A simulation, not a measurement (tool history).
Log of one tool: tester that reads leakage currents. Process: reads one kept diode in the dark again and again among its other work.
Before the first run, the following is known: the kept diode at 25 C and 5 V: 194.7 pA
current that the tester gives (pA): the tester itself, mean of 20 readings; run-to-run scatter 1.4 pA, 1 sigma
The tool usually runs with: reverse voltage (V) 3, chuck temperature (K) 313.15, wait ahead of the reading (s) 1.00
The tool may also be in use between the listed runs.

run,hour,reverse voltage (V),chuck temperature (K),wait ahead of the reading (s),current that the tester gives (pA)
1,0.0,3,313.15,1.00,459.66
2,61.2,3,313.15,1.00,457.62
3,112.0,3,313.15,2.19,455.34
4,149.4,3,313.15,1.00,452.72
5,203.8,3,310.15,1.00,362.86
6,256.7,3,313.15,1.00,449.47

Expected results for the next run?
7,312.9,3,300.15,1.00,?

{"run 7": {"current that the tester gives (pA)": 170.48}}
If the tool had no hidden condition, the same run with the same run-to-run variation would have returned current that the tester gives (pA) 181.72.

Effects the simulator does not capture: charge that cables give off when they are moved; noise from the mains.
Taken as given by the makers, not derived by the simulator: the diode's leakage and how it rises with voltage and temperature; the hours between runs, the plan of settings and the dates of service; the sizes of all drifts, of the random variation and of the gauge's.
